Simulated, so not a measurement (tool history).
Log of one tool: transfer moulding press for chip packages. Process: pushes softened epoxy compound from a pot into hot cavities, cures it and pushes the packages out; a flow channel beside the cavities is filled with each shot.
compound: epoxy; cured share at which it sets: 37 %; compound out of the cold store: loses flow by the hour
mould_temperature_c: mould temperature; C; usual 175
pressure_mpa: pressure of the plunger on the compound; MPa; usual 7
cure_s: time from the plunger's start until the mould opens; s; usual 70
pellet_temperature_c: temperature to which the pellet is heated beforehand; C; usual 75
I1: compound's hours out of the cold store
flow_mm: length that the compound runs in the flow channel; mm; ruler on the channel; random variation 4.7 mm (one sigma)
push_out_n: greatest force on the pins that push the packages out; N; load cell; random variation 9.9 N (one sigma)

{"run": 1, "day": 0.0, "mould_temperature_c": 175, "pressure_mpa": 7, "cure_s": 70, "pellet_temperature_c": 75, "I1": 29.2, "flow_mm": 695, "push_out_n": 473}
{"day": 1.692, "done": "cavities cleaned with cleaning compound and waxed"}
{"run": 2, "day": 2.725, "mould_temperature_c": 175, "pressure_mpa": 7, "cure_s": 70, "pellet_temperature_c": 75, "I1": 14, "flow_mm": 720, "push_out_n": 473}
{"day": 3.608, "done": "plunger's sealing rings changed"}
{"day": 4.867, "done": "cavities cleaned with cleaning compound and waxed"}
{"run": 3, "day": 5.1, "mould_temperature_c": 175, "pressure_mpa": 7, "cure_s": 70, "pellet_temperature_c": 75, "I1": 40.8, "flow_mm": 691, "push_out_n": 441}
{"run": 4, "day": 7.125, "mould_temperature_c": 175, "pressure_mpa": 7, "cure_s": 70, "pellet_temperature_c": 75, "I1": 30.3, "flow_mm": 699, "push_out_n": 462}
{"day": 7.838, "done": "cavities cleaned with cleaning compound and waxed"}
{"run": 5, "day": 8.833, "mould_temperature_c": 175, "pressure_mpa": 7, "cure_s": 70, "pellet_temperature_c": 75, "I1": 32.5, "flow_mm": 696, "push_out_n": 457}
{"day": 10.908, "done": "cavities cleaned with cleaning compound and waxed"}
{"run": 6, "day": 11.696, "mould_temperature_c": 175, "pressure_mpa": 7, "cure_s": 70, "pellet_temperature_c": 75, "I1": 8.8, "flow_mm": 740, "push_out_n": 467}
{"run": 7, "day": 13.488, "mould_temperature_c": 182, "pressure_mpa": 7, "cure_s": 70, "pellet_temperature_c": 75, "I1": 45.1, "flow_mm": 669, "push_out_n": 298}
{"day": 13.879, "done": "cavities cleaned with cleaning compound and waxed"}
{"run": 8, "day": 14.946, "mould_temperature_c": 182, "pressure_mpa": 7, "cure_s": 78, "pellet_temperature_c": 75, "I1": 42.2, "flow_mm": 665, "push_out_n": 257}
{"day": 16.675, "done": "plunger's sealing rings changed"}
{"run": 9, "day": 16.675, "mould_temperature_c": 182, "pressure_mpa": 7, "cure_s": 78, "pellet_temperature_c": 68, "I1": 25.8, "flow_mm": 689, "push_out_n": 261}
{"day": 17.104, "done": "cavities cleaned with cleaning compound and waxed"}
{"run": 10, "day": 19.412, "mould_temperature_c": 182, "pressure_mpa": 7, "cure_s": 78, "pellet_temperature_c": 68, "I1": 38.4, "flow_mm": 679, "push_out_n": 260}
{"day": 20.117, "done": "cavities cleaned with cleaning compound and waxed"}
{"run": 11, "day": 21.004, "mould_temperature_c": 182, "pressure_mpa": 7, "cure_s": 78, "pellet_temperature_c": 68, "I1": 31.1, "flow_mm": 689, "push_out_n": 261}
{"run": 12, "day": 22.779, "mould_temperature_c": 167, "pressure_mpa": 7, "cure_s": 70, "pellet_temperature_c": 78, "I1": 37.1, "flow_mm": 702, "push_out_n": 732}
{"day": 23.2, "done": "cavities cleaned with cleaning compound and waxed"}
{"run": 13, "day": 24.175, "mould_temperature_c": 167, "pressure_mpa": 7, "cure_s": 70, "pellet_temperature_c": 65, "I1": 16.9, "flow_mm": 731, "push_out_n": 763}
{"day": 26.288, "done": "cavities cleaned with cleaning compound and waxed"}
{"run": 14, "day": 26.592, "mould_temperature_c": 173, "pressure_mpa": 6.78, "cure_s": 70, "pellet_temperature_c": 65, "I1": 33.9, "flow_mm": 689, "push_out_n": 527}
{"day": 29.296, "done": "cavities cleaned with cleaning compound and waxed"}
{"run": 15, "day": 29.521, "mould_temperature_c": 173, "pressure_mpa": 6.78, "cure_s": 70, "pellet_temperature_c": 65, "I1": 9.9, "flow_mm": 717, "push_out_n": 557}
{"day": 29.808, "done": "plunger's sealing rings changed"}
{"run": 16, "day": 31.583, "mould_temperature_c": 173, "pressure_mpa": 6.3, "cure_s": 59, "pellet_temperature_c": 77, "I1": 43.1, "flow_mm": 633, "push_out_n": 758}
{"day": 32.375, "done": "mould's thermocouples calibrated"}
{"day": 32.438, "done": "cavities cleaned with cleaning compound and waxed"}
{"run": 17, "day": 33.208, "mould_temperature_c": 173, "pressure_mpa": 7.03, "cure_s": 86, "pellet_temperature_c": 77, "I1": 31.9, "flow_mm": 707, "push_out_n": 314}
{"run": 18, "day": 35.1, "mould_temperature_c": 173, "pressure_mpa": 6.92, "cure_s": 57, "pellet_temperature_c": 77, "I1": 8.9, "flow_mm": 732, "push_out_n": 875}
{"day": 35.396, "done": "cavities cleaned with cleaning compound and waxed"}
{"run": 19, "day": 37.854, "mould_temperature_c": 173, "pressure_mpa": 6.92, "cure_s": 57, "pellet_temperature_c": 77, "I1": 25, "flow_mm": 706, "push_out_n": 881}
{"day": 38.396, "done": "cavities cleaned with cleaning compound and waxed"}
{"run": 20, "day": 40.625, "mould_temperature_c": 173, "pressure_mpa": 8.63, "cure_s": 64, "pellet_temperature_c": 75, "I1": 17.7, "flow_mm": 797, "push_out_n": 696}
{"day": 41.4, "done": "cavities cleaned with cleaning compound and waxed"}
{"day": 43.146, "done": "plunger's sealing rings changed"}
{"run": 21, "day": 43.588, "mould_temperature_c": 175, "pressure_mpa": 7, "cure_s": 70, "pellet_temperature_c": 70, "I1": 25.7, "flow_mm": 714, "push_out_n": 485}
{"day": 44.633, "done": "cavities cleaned with cleaning compound and waxed"}
{"run": 22, "day": 45.825, "mould_temperature_c": 175, "pressure_mpa": 7, "cure_s": 70, "pellet_temperature_c": 70, "I1": 24.8, "flow_mm": 714, "push_out_n": 466}

3 ways to go on from here, each from the tool as it stands after run 22. What would each give?
{"run": "A", "day": 47.108, "mould_temperature_c": 176, "pressure_mpa": 7, "cure_s": 70, "pellet_temperature_c": 80, "I1": 28.9, "flow_mm": "?", "push_out_n": "?"}
{"run": "B", "day": 47.108, "mould_temperature_c": 171, "pressure_mpa": 6.2, "cure_s": 70, "pellet_temperature_c": 77, "I1": 44.7, "flow_mm": "?", "push_out_n": "?"}
{"run": "C", "day": 47.108, "mould_temperature_c": 169, "pressure_mpa": 5.45, "cure_s": 76, "pellet_temperature_c": 75, "I1": 25.5, "flow_mm": "?", "push_out_n": "?"}

run=A flow_mm=694 push_out_n=409
run=B flow_mm=639 push_out_n=548
run=C flow_mm=631 push_out_n=551
Without the tool's hidden state the same runs would have given:
run=A flow_mm=695 push_out_n=404
run=B flow_mm=639 push_out_n=541
run=C flow_mm=631 push_out_n=544
